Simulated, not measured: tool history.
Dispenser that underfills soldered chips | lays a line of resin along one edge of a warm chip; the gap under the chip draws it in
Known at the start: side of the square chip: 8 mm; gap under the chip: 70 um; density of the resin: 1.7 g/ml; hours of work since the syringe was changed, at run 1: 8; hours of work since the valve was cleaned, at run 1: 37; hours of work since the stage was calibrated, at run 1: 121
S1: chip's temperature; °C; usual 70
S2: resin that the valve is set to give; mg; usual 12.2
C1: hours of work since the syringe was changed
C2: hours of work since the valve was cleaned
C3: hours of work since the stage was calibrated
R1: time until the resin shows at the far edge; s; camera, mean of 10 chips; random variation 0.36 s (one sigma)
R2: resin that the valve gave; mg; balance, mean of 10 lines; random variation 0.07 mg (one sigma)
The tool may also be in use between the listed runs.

Run 1, day 0: usual settings; C1 8; C2 37; C3 121. Result: R1 26.5 s, R2 11.9 mg.
Run 2, day 0.146: usual settings but S1 61 °C; C1 11; C2 39; C3 123. Result: R1 50.6 s, R2 11.8 mg.
At day 0.217: new syringe of resin.
Run 3, day 0.383: usual settings; C1 3; C2 42; C3 126. Result: R1 22.6 s, R2 11.75 mg.
Run 4, day 0.608: usual settings; C1 6; C2 46; C3 130. Result: R1 25.1 s, R2 11.83 mg.
Run 5, day 0.775: usual settings but S1 66 °C; C1 9; C2 48; C3 132. Result: R1 34.9 s, R2 11.84 mg.
At day 0.979: new syringe of resin.
Run 6, day 1.004: usual settings but S1 66 °C; C1 0; C2 52; C3 136. Result: R1 25.6 s, R2 11.64 mg.
Run 7, day 1.208: usual settings but S1 66 °C, S2 15.6 mg; C1 4; C2 55; C3 139. Result: R1 28.2 s, R2 14.98 mg.
Run 8, day 1.329: usual settings; C1 5; C2 56; C3 141. Result: R1 24.7 s, R2 11.76 mg.
Run 9, day 1.471: usual settings; C1 7; C2 59; C3 143. Result: R1 26 s, R2 11.62 mg.
Run 10, day 1.692: usual settings; C1 11; C2 62; C3 146. Result: R1 30.5 s, R2 11.64 mg.
At day 1.738: new syringe of resin.
Run 11, day 1.929: usual settings but S1 65 °C; C1 3; C2 65; C3 150. Result: R1 30 s, R2 11.66 mg.
Run 12, day 2.146: usual settings but S1 65 °C; C1 6; C2 69; C3 153. Result: R1 34 s, R2 11.57 mg.
Run 13, day 2.362: usual settings but S1 65 °C; C1 10; C2 72; C3 156. Result: R1 38.5 s, R2 11.53 mg.
At day 2.496: new syringe of resin.
Run 14, day 2.583: usual settings but S1 65 °C; C1 1; C2 75; C3 159. Result: R1 28.5 s, R2 11.55 mg.
Run 15, day 2.742: usual settings but S1 60 °C, S2 12 mg; C1 4; C2 78; C3 162. Result: R1 42.7 s, R2 11.32 mg.
At day 2.812: dispensing valve cleaned and set on the balance.
Run 16, day 2.954: usual settings but S2 14 mg; C1 6; C2 2; C3 164. Result: R1 25.5 s, R2 14.02 mg.
Run 17, day 3.154: usual settings but S2 14 mg; C1 9; C2 5; C3 167. Result: R1 28.2 s, R2 13.86 mg.
Run 18, day 3.258: usual settings but S1 72 °C, S2 10.7 mg; C1 11; C2 7; C3 169. Result: R1 28.9 s, R2 10.62 mg.
At day 3.304: new syringe of resin.
Run 19, day 3.421: usual settings but S1 72 °C, S2 10.7 mg; C1 2; C2 9; C3 171. Result: R1 19.7 s, R2 10.6 mg.
Run 20, day 3.621: usual settings but S1 72 °C, S2 10.7 mg; C1 5; C2 12; C3 174. Result: R1 21.9 s, R2 10.58 mg.
Run 21, day 3.738: usual settings but S1 79 °C, S2 12.9 mg; C1 7; C2 14; C3 176. Result: R1 16.1 s, R2 12.76 mg.
Run 22, day 3.862: usual settings but S1 77 °C, S2 11.2 mg; C1 9; C2 16; C3 178. Result: R1 19.7 s, R2 11.08 mg.
Run 23, day 4.017: usual settings but S1 77 °C, S2 11.2 mg; C1 11; C2 18; C3 180. Result: R1 21.1 s, R2 11.17 mg.
At day 4.062: new syringe of resin.
Run 24, day 4.262: usual settings but S1 77 °C, S2 11.2 mg; C1 3; C2 22; C3 184. Result: R1 16 s, R2 11.04 mg.
Run 25, day 4.433: usual settings but S1 67 °C, S2 11.9 mg; C1 6; C2 24; C3 187. Result: R1 30.6 s, R2 11.66 mg.
Run 26, day 4.567: usual settings but S1 74 °C, S2 14.4 mg; C1 8; C2 26; C3 189. Result: R1 21.6 s, R2 14.24 mg.
Run 27, day 4.758: usual settings but S1 65 °C, S2 12.7 mg; C1 11; C2 29; C3 191. Result: R1 40.6 s, R2 12.27 mg.
At day 4.825: new syringe of resin.
Run 28, day 4.958: usual settings but S1 65 °C, S2 12.7 mg; C1 2; C2 32; C3 194. Result: R1 28.6 s, R2 12.4 mg.

5 ways to go on from here, each from the tool as it stands after run 28. What would each give?
Run A, day 5.15: usual settings but S1 62 °C, S2 13.4 mg; C1 5; C2 35; C3 197. Result: R1 ?, R2 ?.
Run B, day 5.15: usual settings but S1 62 °C, S2 13.1 mg; C1 5; C2 35; C3 197. Result: R1 ?, R2 ?.
Run C, day 5.15: usual settings but S1 60 °C, S2 13.5 mg; C1 5; C2 35; C3 197. Result: R1 ?, R2 ?.
Run D, day 5.15: usual settings but S2 11.8 mg; C1 5; C2 35; C3 197. Result: R1 ?, R2 ?.
Run E, day 5.15: usual settings but S2 15.7 mg; C1 5; C2 35; C3 197. Result: R1 ?, R2 ?.

run    R1     R2
  A    39  13.14
  B  39.4  12.82
  C  43.4  13.21
  D  24.4  11.54
  E  24.1   15.3
Without the tool's hidden state the same runs would have given:
run    R1     R2
  A  30.1  13.53
  B  30.5  13.19
  C  33.5   13.6
  D  18.8  11.88
  E  18.7  15.75

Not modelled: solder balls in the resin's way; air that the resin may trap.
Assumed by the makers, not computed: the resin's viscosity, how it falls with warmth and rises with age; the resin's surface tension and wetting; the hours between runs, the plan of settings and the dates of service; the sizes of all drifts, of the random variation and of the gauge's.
